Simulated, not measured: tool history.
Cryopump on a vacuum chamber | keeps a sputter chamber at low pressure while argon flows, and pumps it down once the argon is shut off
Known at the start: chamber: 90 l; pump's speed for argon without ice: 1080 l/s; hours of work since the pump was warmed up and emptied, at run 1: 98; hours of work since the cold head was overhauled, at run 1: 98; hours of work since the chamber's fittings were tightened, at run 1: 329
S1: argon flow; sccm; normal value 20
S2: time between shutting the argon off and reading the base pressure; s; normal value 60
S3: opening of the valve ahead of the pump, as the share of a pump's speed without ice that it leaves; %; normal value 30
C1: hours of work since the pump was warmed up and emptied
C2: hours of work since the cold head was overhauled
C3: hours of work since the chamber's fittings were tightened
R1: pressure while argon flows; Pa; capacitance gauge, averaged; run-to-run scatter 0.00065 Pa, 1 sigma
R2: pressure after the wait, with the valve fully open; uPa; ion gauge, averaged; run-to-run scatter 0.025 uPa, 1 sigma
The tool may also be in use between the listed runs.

run	hour	S1	S2	S3	C1	C2	C3	R1	R2
1	0.0	20	60	30	98	98	329	0.1054	1.44
2	51.4	20	60	30	128	128	360	0.1054	1.43
3	111.7	20	60	30	165	165	396	0.1065	1.53
4	167.6	20	130	30	198	198	429	0.1062	1.16
5	234.4	20	75	30	238	238	470	0.1062	1.43
6	268.1	20	75	30	259	259	490	0.1058	1.47
7	335.2	20	75	30	299	299	530	0.1068	1.51
8	367.6	20	60	30	318	318	550	0.1069	1.73
9	403.4	20	60	30	340	340	571	0.1067	1.71
10	462.0	20	64	30	375	375	606	0.1084	1.74
11	505.6	20	276	30	401	401	632	0.1080	1.20
12	558.7	20	276	30	433	433	664	0.1085	1.27
13	587.4	20	276	30	450	450	681	0.1082	1.33
14	646.3	20	276	30	486	486	717	0.1091	1.36
15	704.0	20	276	30	520	520	752	0.1075	1.38
16	742.0	20	276	30	543	543	774	0.1095	1.42
17	809.3	20	60	26	584	584	815	0.1248	2.05
18	875.9	20	60	30	624	624	855	0.1105	2.07
19	923.1	20	60	17	652	652	883	0.1911	2.18
20	951.7	20	22	19	669	669	900	0.1711	3.45
21	992.5	10	55	17	694	694	925	0.0944	2.32
22	1035.9	10	55	17	720	720	951	0.0957	2.36
23	1092.0	10	55	17	753	753	985	0.0957	2.44
24	1145.5	14	91	23	785	785	1017	0.1005	2.12
25	1185.1	20	152	15	809	809	1040	0.2143	1.95
26	1233.7	20	27	53	838	838	1070	0.0663	3.44
# hour 1263.7: pump warmed up, emptied and cooled again
27	1273.6	8	112	27	6	859	1091	0.0462	1.78
28	1321.9	18	88	31	35	888	1120	0.0912	1.97
29	1384.3	18	88	31	72	926	1157	0.0920	2.01
30	1423.6	20	50	30	96	950	1181	0.1049	2.36
31	1484.6	10	174	44	133	986	1217	0.0364	1.82
32	1541.4	25	60	23	167	1020	1251	0.1732	2.38
33	1578.0	15	101	32	189	1042	1273	0.0749	2.09
34	1632.5	13	36	38	222	1075	1306	0.0551	2.96
35	1699.7	20	72	29	262	1115	1346	0.1108	2.36

Here are 3 independent what-if runs from the current tool condition. What would each one return?
A	1766.1	20	60	18	302	1155	1386	?	?
B	1766.1	25	41	32	302	1155	1386	?	?
C	1766.1	20	72	35	302	1155	1386	?	?

run	R1	R2
A	0.1772	2.52
B	0.1254	2.95
C	0.0921	2.45
Stripped of hidden state, with their random variation kept, the same runs would have yielded:
run	R1	R2
A	0.1744	0.99
B	0.1218	1.39
C	0.0892	0.93

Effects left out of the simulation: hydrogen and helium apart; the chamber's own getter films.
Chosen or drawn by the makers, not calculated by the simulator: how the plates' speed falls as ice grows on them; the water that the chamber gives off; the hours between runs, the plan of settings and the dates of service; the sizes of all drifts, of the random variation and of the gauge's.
